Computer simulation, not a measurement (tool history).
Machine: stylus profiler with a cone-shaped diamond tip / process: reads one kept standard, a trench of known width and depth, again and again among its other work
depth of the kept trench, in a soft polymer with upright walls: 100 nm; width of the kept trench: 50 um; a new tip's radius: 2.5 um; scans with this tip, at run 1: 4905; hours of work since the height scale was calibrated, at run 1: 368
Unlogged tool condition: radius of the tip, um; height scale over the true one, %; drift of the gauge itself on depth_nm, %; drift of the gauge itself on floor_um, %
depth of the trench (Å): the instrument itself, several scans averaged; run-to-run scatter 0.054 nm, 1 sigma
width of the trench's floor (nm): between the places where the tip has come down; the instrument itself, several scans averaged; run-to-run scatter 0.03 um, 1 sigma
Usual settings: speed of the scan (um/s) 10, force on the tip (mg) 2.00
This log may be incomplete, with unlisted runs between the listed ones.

run    hour  speed of the scan (um/s)  force on the tip (mg)  scans with this tip  hours of work since the height scale was calibrated  depth of the trench (Å)  width of the trench's floor (nm)
  1     0.0                        10                   2.00                 4905                                                  368                   1011.3                             48450
  2    35.4                        10                   2.00                 5190                                                  390                   1010.1                             48420
  3    69.8                        10                   2.00                 5468                                                  411                   1010.5                             48440
  4   115.8                        10                   2.00                 5839                                                  438                   1011.6                             48370
  5   153.3                        10                   2.00                 6142                                                  461                   1011.6                             48390
  6   179.1                        10                   2.00                 6349                                                  477                   1011.7                             48430
  7   234.6                        10                   1.11                 6797                                                  510                   1007.3                             48420
  8   268.5                        10                   2.00                 7070                                                  531                   1010.8                             48390
  9   302.1                        10                   2.00                 7342                                                  551                   1010.7                             48400
 10   334.4                        10                   5.58                 7602                                                  571                   1020.8                             48430
 11   371.1                        10                   5.58                 7898                                                  593                   1022.0                             48410
 12   403.3                        10                   2.00                 8158                                                  613                   1010.7                             48370
 13   456.3                        10                   2.00                 8585                                                  645                   1011.7                             48330
 14   498.6                        10                   2.00                 8927                                                  670                   1011.9                             48330
 15   547.6                        10                   2.00                 9321                                                  700                   1012.2                             48350
 16   584.5                        10                   2.00                 9619                                                  722                   1010.8                             48310
 17   607.3                        10                   2.00                 9803                                                  736                   1011.1                             48340
 18   645.5                        10                   2.00                10111                                                  759                   1011.2                             48300
 19   696.4                        10                   2.00                10522                                                  790                   1011.6                             48320
 20   738.4                        10                   2.00                10860                                                  815                   1011.5                             48320
 21   781.2                        15                   2.00                11206                                                  841                   1011.7                             48250
 22   820.4                        10                   2.00                11522                                                  865                   1012.3                             48300
 23   854.9                        24                   2.00                11800                                                  886                   1012.7                             48240
 24   909.6                        24                   2.00                12241                                                  919                   1012.1                             48200
 25   940.0                         7                   2.00                12486                                                  938                   1011.5                             48240
 26   967.8                         3                   4.11                12711                                                  954                   1019.0                             48250
 27  1001.7                         7                   1.06                12984                                                  975                   1007.4                             48260
 28  1036.9                        12                   1.22                13268                                                  996                   1008.7                             48210
 29  1064.9                         2                   1.22                13494                                                 1013                   1008.3                             48280
 30  1097.7                        19                   2.53                13758                                                 1033                   1014.1                             48290
 31  1134.2                        19                   2.53                14053                                                 1055                   1014.0                             48230
 32  1168.6                        19                   2.53                14330                                                 1076                   1013.6                             48210
 33  1203.3                        18                   1.16                14610                                                 1097                   1008.6                             48150
 34  1230.4                         2                   2.01                14828                                                 1113                   1013.6                             48260
 35  1285.2                        29                   2.00                15271                                                 1147                   1011.7                             48200
 36  1324.1                        26                   1.30                15584                                                 1170                   1009.3                             48170
 37  1349.2                        26                   1.30                15787                                                 1185                   1010.3                             48160
 38  1381.1                        12                   4.06                16044                                                 1205                   1018.6                             48180
 39  1426.8                        12                   4.06                16412                                                 1232                   1018.1                             48220
 40  1465.0                        12                   4.06                16721                                                 1256                   1019.0                             48200
 41  1511.4                        35                   4.06                17095                                                 1284                   1018.4                             48130
 42  1562.7                        12                   2.00                17508                                                 1315                   1012.6                             48170
 43  1598.5                         7                   0.74                17797                                                 1336                   1006.8                             48160
 44  1648.1                        11                   0.90                18197                                                 1366                   1008.7                             48100
 45  1687.9                        11                   0.90                18518                                                 1390                   1008.5                             48110
 46  1740.1                         3                   4.48                18939                                                 1422                   1020.1                             48110
 47  1777.8                         3                   4.48                19243                                                 1445                   1019.3                             48130

Measured result minus the same run's result without the hidden state. Both carry the same run-to-run variation, though not necessarily the same gauge scatter:
run  depth of the trench (Å)  width of the trench's floor (nm)
  1                     +0.2                              -140
  2                     +0.2                              -140
  3                     +0.2                              -160
  4                     +0.2                              -160
  5                     +0.3                              -170
  6                     +0.3                              -170
  7                     +0.4                              -180
  8                     +0.4                              -190
  9                     +0.5                              -200
 10                     +0.5                              -200
 11                     +0.5                              -210
 12                     +0.5                              -220
 13                     +0.6                              -230
 14                     +0.7                              -240
 15                     +0.7                              -240
 16                     +0.7                              -260
 17                     +0.7                              -260
 18                     +0.8                              -270
 19                     +0.9                              -270
 20                     +0.9                              -270
 21                     +0.9                              -280
 22                     +1.0                              -290
 23                     +1.0                              -300
 24                     +1.1                              -310
 25                     +1.1                              -310
 26                     +1.1                              -320
 27                     +1.1                              -330
 28                     +1.2                              -340
 29                     +1.2                              -330
 30                     +1.2                              -340
 31                     +1.3                              -350
 32                     +1.3                              -350
 33                     +1.3                              -360
 34                     +1.4                              -360
 35                     +1.5                              -370
 36                     +1.5                              -370
 37                     +1.5                              -380
 38                     +1.5                              -390
 39                     +1.5                              -390
 40                     +1.7                              -400
 41                     +1.7                              -410
 42                     +1.7                              -420
 43                     +1.7                              -430
 44                     +1.8                              -430
 45                     +1.9                              -440
 46                     +1.9                              -450
 47                     +2.0                              -450
